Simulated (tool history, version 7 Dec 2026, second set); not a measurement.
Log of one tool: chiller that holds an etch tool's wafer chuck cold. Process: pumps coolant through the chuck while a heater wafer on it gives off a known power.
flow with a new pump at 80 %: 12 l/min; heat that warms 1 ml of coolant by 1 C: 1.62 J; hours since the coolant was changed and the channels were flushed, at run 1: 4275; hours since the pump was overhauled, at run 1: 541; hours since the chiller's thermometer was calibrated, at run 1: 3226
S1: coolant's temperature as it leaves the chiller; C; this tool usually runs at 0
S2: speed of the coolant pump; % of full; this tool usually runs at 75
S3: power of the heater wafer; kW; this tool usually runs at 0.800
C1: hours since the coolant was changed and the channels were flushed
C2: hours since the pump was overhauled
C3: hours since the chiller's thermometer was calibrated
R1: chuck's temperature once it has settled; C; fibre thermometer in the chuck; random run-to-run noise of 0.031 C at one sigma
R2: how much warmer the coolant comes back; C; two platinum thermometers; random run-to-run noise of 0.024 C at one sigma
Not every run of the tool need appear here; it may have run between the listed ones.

Run 1, hour 0.0: usual settings; C1 4275; C2 541; C3 3226. Result: R1 5.46 C, R2 2.64 C.
Run 2, hour 127.6: usual settings but S3 0.559 kW; C1 4403; C2 669; C3 3354. Result: R1 3.82 C, R2 1.88 C.
Run 3, hour 262.7: usual settings but S3 0.559 kW; C1 4538; C2 804; C3 3489. Result: R1 3.83 C, R2 1.88 C.
Run 4, hour 364.0: usual settings but S3 0.559 kW; C1 4639; C2 905; C3 3590. Result: R1 3.77 C, R2 1.88 C.
Run 5, hour 501.3: usual settings but S1 -8 C; C1 4777; C2 1042; C3 3727. Result: R1 -2.48 C, R2 2.71 C.
Run 6, hour 630.6: usual settings but S1 -8 C; C1 4906; C2 1172; C3 3857. Result: R1 -2.52 C, R2 2.71 C.
Run 7, hour 722.9: usual settings but S2 91 % of full; C1 4998; C2 1264; C3 3949. Result: R1 4.65 C, R2 2.15 C.
Run 8, hour 836.3: usual settings; C1 5112; C2 1377; C3 4062. Result: R1 5.47 C, R2 2.73 C.
At hour 875.6: chiller's thermometer calibrated.
Run 9, hour 909.3: usual settings; C1 5184; C2 1449; C3 34. Result: R1 5.48 C, R2 2.76 C.
Run 10, hour 985.8: usual settings but S1 -4 C, S2 68 % of full, S3 1.064 kW; C1 5260; C2 1526; C3 110. Result: R1 3.93 C, R2 4.00 C.

Run 11 comes next. What will it give?
Run 11, hour 1070.3: usual settings but S2 72 % of full, S3 0.453 kW; C1 5345; C2 1610; C3 195. Result: R1 ?, R2 ?.

R1: 3.22 C
R2: 1.64 C
Without the tool's hidden state the same run would have given R1 3.21 C, R2 1.56 C.

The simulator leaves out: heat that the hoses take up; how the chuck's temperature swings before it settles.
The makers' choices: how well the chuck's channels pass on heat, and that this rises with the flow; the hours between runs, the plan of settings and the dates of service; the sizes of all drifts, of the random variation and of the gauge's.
